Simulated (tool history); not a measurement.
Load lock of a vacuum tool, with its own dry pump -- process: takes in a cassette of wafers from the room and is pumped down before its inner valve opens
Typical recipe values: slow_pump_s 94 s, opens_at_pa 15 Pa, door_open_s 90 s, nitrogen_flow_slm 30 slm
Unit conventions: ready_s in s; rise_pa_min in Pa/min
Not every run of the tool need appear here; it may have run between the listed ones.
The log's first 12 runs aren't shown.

run     hour  slow_pump_s  opens_at_pa  door_open_s  nitrogen_flow_slm  incoming humidity of the room's air, %  ready_s  rise_pa_min
 13   5686.1           94           15           90                  7                                    46.2    130.2        0.105
 14   5959.5           94           15           90                  7                                    44.8    129.9        0.105
 15   6547.8           94           15           90                  7                                    44.6    129.2        0.121
 16   6954.3           94           15           90                  5                                    46.5      130        0.134
 17   7471.4           94           15           90                 30                                    45.5    130.3        0.122
 18   7949.7           94           24           90                 30                                    50.4    127.6        0.136
 19   8551.5           94           12           90                 31                                    47.8    131.7        0.152
 20   8841.8           94           12           90                 31                                    43.9    132.7        0.159
 21   9157.9           94           12           90                 31                                    46.6    132.1        0.168
      9518.3  -- door's seal changed, seat wiped
 22   9653.1           94           15           90                 11                                    43.4    131.2        0.046
 23  10245.7           94           15           90                 11                                    45.3      130        0.052
 24  10756.1           94           15          132                 19                                    41.8    131.2        0.057
 25  11142.4           94           15          132                 19                                      45    131.4        0.061
 26  11597.1           94           15          132                 19                                    42.8    132.3        0.066
 27  12171.7           55           24          198                 14                                    46.1     93.9        0.094
 28  12441.1           55           24          198                 14                                    45.1     93.7        0.097
 29  12844.3           55           17          135                 14                                    41.4     96.2        0.086
 30  13449.4           55           17          135                 14                                    40.8     96.2        0.097
 31  13897.9           55           17          135                 14                                    47.5     96.5        0.111
 32  14232.5          176           30           91                 39                                      46    203.5        0.085
 33  14838.9           94           15           90                 30                                    48.8    132.8        0.109
 34  15344.4           68           14           90                 30                                    46.7    109.8        0.118
 35    15947           68           14           90                 30                                    46.9    109.3        0.131
 36  16555.5           94           13           90                 30                                    45.9    134.6         0.15

Forecast each of these 4 alternatives for the next run:
  A  17015.8           94           20           90                 30                                      46        ?            ?
  B  17015.8           94           20           90                 30                                    45.3        ?            ?
  C  17015.8          102           15           90                 30                                    44.5        ?            ?
  D  17015.8           72           15          232                 30                                    45.9        ?            ?

run  ready_s  rise_pa_min
  A    132.4        0.161
  B    131.9        0.157
  C    140.9        0.162
  D    114.1        0.185
With no hidden state in the tool, these same runs would have given:
run  ready_s  rise_pa_min
  A    127.6        0.033
  B    127.1        0.027
  C    135.9        0.033
  D    108.9        0.055
